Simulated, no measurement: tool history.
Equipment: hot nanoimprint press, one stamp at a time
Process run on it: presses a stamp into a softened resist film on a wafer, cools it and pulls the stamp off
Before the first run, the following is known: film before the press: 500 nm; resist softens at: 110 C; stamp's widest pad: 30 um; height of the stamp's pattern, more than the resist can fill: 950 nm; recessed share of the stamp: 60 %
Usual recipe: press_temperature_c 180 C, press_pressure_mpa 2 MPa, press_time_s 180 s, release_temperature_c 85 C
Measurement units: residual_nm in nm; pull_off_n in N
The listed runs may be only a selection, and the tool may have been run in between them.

{"run": 1, "hour": 0.0, "press_temperature_c": 180, "press_pressure_mpa": 2, "press_time_s": 180, "release_temperature_c": 85, "residual_nm": 232.3, "pull_off_n": 174}
{"run": 2, "hour": 7.4, "press_temperature_c": 180, "press_pressure_mpa": 2, "press_time_s": 180, "release_temperature_c": 85, "residual_nm": 233, "pull_off_n": 181}
{"run": 3, "hour": 15.7, "press_temperature_c": 180, "press_pressure_mpa": 2, "press_time_s": 180, "release_temperature_c": 85, "residual_nm": 234.7, "pull_off_n": 176}
{"run": 4, "hour": 24.0, "press_temperature_c": 180, "press_pressure_mpa": 2, "press_time_s": 180, "release_temperature_c": 88, "residual_nm": 232.7, "pull_off_n": 164}
{"run": 5, "hour": 31.7, "press_temperature_c": 180, "press_pressure_mpa": 2, "press_time_s": 180, "release_temperature_c": 88, "residual_nm": 233.6, "pull_off_n": 172}
{"run": 6, "hour": 35.5, "press_temperature_c": 170, "press_pressure_mpa": 2, "press_time_s": 180, "release_temperature_c": 88, "residual_nm": 369.6, "pull_off_n": 163}
{"run": 7, "hour": 41.7, "press_temperature_c": 170, "press_pressure_mpa": 2, "press_time_s": 180, "release_temperature_c": 88, "residual_nm": 375.1, "pull_off_n": 170}
{"run": 8, "hour": 49.4, "press_temperature_c": 180, "press_pressure_mpa": 2, "press_time_s": 180, "release_temperature_c": 85, "residual_nm": 232.3, "pull_off_n": 178}
{"run": 9, "hour": 56.5, "press_temperature_c": 180, "press_pressure_mpa": 2, "press_time_s": 180, "release_temperature_c": 85, "residual_nm": 232.4, "pull_off_n": 180}
{"run": 10, "hour": 62.6, "press_temperature_c": 180, "press_pressure_mpa": 2, "press_time_s": 180, "release_temperature_c": 85, "residual_nm": 233.1, "pull_off_n": 182}
{"run": 11, "hour": 67.8, "press_temperature_c": 180, "press_pressure_mpa": 2, "press_time_s": 180, "release_temperature_c": 85, "residual_nm": 235.7, "pull_off_n": 182}
{"run": 12, "hour": 75.4, "press_temperature_c": 186, "press_pressure_mpa": 2, "press_time_s": 180, "release_temperature_c": 85, "residual_nm": 168, "pull_off_n": 181}
{"run": 13, "hour": 80.1, "press_temperature_c": 186, "press_pressure_mpa": 2, "press_time_s": 180, "release_temperature_c": 85, "residual_nm": 167.5, "pull_off_n": 176}
{"run": 14, "hour": 85.2, "press_temperature_c": 186, "press_pressure_mpa": 1.84, "press_time_s": 180, "release_temperature_c": 85, "residual_nm": 177.7, "pull_off_n": 191}
{"run": 15, "hour": 91.3, "press_temperature_c": 180, "press_pressure_mpa": 2, "press_time_s": 104, "release_temperature_c": 73, "residual_nm": 281.5, "pull_off_n": 238}
{"run": 16, "hour": 98.9, "press_temperature_c": 180, "press_pressure_mpa": 2, "press_time_s": 104, "release_temperature_c": 73, "residual_nm": 281.5, "pull_off_n": 235}
{"run": 17, "hour": 104.6, "press_temperature_c": 180, "press_pressure_mpa": 1.51, "press_time_s": 180, "release_temperature_c": 77, "residual_nm": 264.4, "pull_off_n": 226}
{"run": 18, "hour": 112.5, "press_temperature_c": 180, "press_pressure_mpa": 2.04, "press_time_s": 198, "release_temperature_c": 85, "residual_nm": 221.6, "pull_off_n": 191}
{"run": 19, "hour": 117.2, "press_temperature_c": 171, "press_pressure_mpa": 2.81, "press_time_s": 234, "release_temperature_c": 86, "residual_nm": 292.9, "pull_off_n": 186}
{"run": 20, "hour": 123.7, "press_temperature_c": 178, "press_pressure_mpa": 2.81, "press_time_s": 117, "release_temperature_c": 80, "residual_nm": 255.5, "pull_off_n": 207}
{"run": 21, "hour": 128.4, "press_temperature_c": 180, "press_pressure_mpa": 2, "press_time_s": 111, "release_temperature_c": 85, "residual_nm": 271.3, "pull_off_n": 188}
{"run": 22, "hour": 137.2, "press_temperature_c": 185, "press_pressure_mpa": 2.55, "press_time_s": 282, "release_temperature_c": 70, "residual_nm": 130.3, "pull_off_n": 258}
{"run": 23, "hour": 141.6, "press_temperature_c": 182, "press_pressure_mpa": 1.94, "press_time_s": 189, "release_temperature_c": 90, "residual_nm": 209.5, "pull_off_n": 165}
{"run": 24, "hour": 147.6, "press_temperature_c": 182, "press_pressure_mpa": 1.94, "press_time_s": 189, "release_temperature_c": 90, "residual_nm": 206.1, "pull_off_n": 168}
{"run": 25, "hour": 156.0, "press_temperature_c": 180, "press_pressure_mpa": 2.34, "press_time_s": 180, "release_temperature_c": 85, "residual_nm": 213.3, "pull_off_n": 185}
{"run": 26, "hour": 161.4, "press_temperature_c": 177, "press_pressure_mpa": 2.47, "press_time_s": 180, "release_temperature_c": 85, "residual_nm": 244.5, "pull_off_n": 192}

Branching from run 26: 5 alternative next runs. What would each branch give?
{"run": "A", "hour": 167.5, "press_temperature_c": 177, "press_pressure_mpa": 2.47, "press_time_s": 112, "release_temperature_c": 85, "residual_nm": "?", "pull_off_n": "?"}
{"run": "B", "hour": 167.5, "press_temperature_c": 180, "press_pressure_mpa": 2.59, "press_time_s": 180, "release_temperature_c": 78, "residual_nm": "?", "pull_off_n": "?"}
{"run": "C", "hour": 167.5, "press_temperature_c": 180, "press_pressure_mpa": 2, "press_time_s": 332, "release_temperature_c": 85, "residual_nm": "?", "pull_off_n": "?"}
{"run": "D", "hour": 167.5, "press_temperature_c": 177, "press_pressure_mpa": 1.69, "press_time_s": 180, "release_temperature_c": 87, "residual_nm": "?", "pull_off_n": "?"}
{"run": "E", "hour": 167.5, "press_temperature_c": 180, "press_pressure_mpa": 1.83, "press_time_s": 180, "release_temperature_c": 85, "residual_nm": "?", "pull_off_n": "?"}

run=A residual_nm=287.8 pull_off_n=196
run=B residual_nm=205.6 pull_off_n=230
run=C residual_nm=183.5 pull_off_n=192
run=D residual_nm=291.9 pull_off_n=182
run=E residual_nm=240.9 pull_off_n=191
Stripped of hidden state, with their random variation kept, the same runs would have yielded:
run=A residual_nm=290.7 pull_off_n=151
run=B residual_nm=207.8 pull_off_n=177
run=C residual_nm=185.8 pull_off_n=148
run=D residual_nm=295.3 pull_off_n=140
run=E residual_nm=243.8 pull_off_n=147
